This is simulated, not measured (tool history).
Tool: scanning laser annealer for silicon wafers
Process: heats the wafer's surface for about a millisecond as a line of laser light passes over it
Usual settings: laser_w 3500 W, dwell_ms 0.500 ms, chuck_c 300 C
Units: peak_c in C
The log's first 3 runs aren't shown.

{"run": 4, "day": 4.375, "laser_w": 3500, "dwell_ms": 0.5, "chuck_c": 300, "peak_c": 1136}
{"run": 5, "day": 5.704, "laser_w": 3500, "dwell_ms": 0.5, "chuck_c": 300, "peak_c": 1138}
{"run": 6, "day": 7.329, "laser_w": 3500, "dwell_ms": 0.5, "chuck_c": 292, "peak_c": 1132}
{"run": 7, "day": 8.983, "laser_w": 3500, "dwell_ms": 0.5, "chuck_c": 292, "peak_c": 1130}
{"run": 8, "day": 10.554, "laser_w": 3500, "dwell_ms": 0.5, "chuck_c": 292, "peak_c": 1129}
{"run": 9, "day": 11.7, "laser_w": 3500, "dwell_ms": 0.5, "chuck_c": 292, "peak_c": 1129}
{"run": 10, "day": 13.533, "laser_w": 3805, "dwell_ms": 0.5, "chuck_c": 300, "peak_c": 1236}
{"day": 13.783, "done": "window over the wafer cleaned"}
{"run": 11, "day": 15.346, "laser_w": 3500, "dwell_ms": 0.5, "chuck_c": 280, "peak_c": 1118}
{"run": 12, "day": 16.688, "laser_w": 3500, "dwell_ms": 0.5, "chuck_c": 280, "peak_c": 1119}
{"run": 13, "day": 18.1, "laser_w": 3500, "dwell_ms": 0.566, "chuck_c": 280, "peak_c": 1168}
{"run": 14, "day": 18.883, "laser_w": 3500, "dwell_ms": 0.566, "chuck_c": 280, "peak_c": 1170}
{"run": 15, "day": 19.729, "laser_w": 3500, "dwell_ms": 0.5, "chuck_c": 272, "peak_c": 1108}
{"run": 16, "day": 20.875, "laser_w": 3500, "dwell_ms": 0.5, "chuck_c": 272, "peak_c": 1106}
{"run": 17, "day": 22.604, "laser_w": 3500, "dwell_ms": 0.435, "chuck_c": 272, "peak_c": 1056}

Forecast run 18:
{"run": 18, "day": 23.554, "laser_w": 3277, "dwell_ms": 0.435, "chuck_c": 272, "peak_c": "?"}

Run 18 gave peak_c 995 C.
Without the tool's hidden state the same run would have given peak_c 996 C.

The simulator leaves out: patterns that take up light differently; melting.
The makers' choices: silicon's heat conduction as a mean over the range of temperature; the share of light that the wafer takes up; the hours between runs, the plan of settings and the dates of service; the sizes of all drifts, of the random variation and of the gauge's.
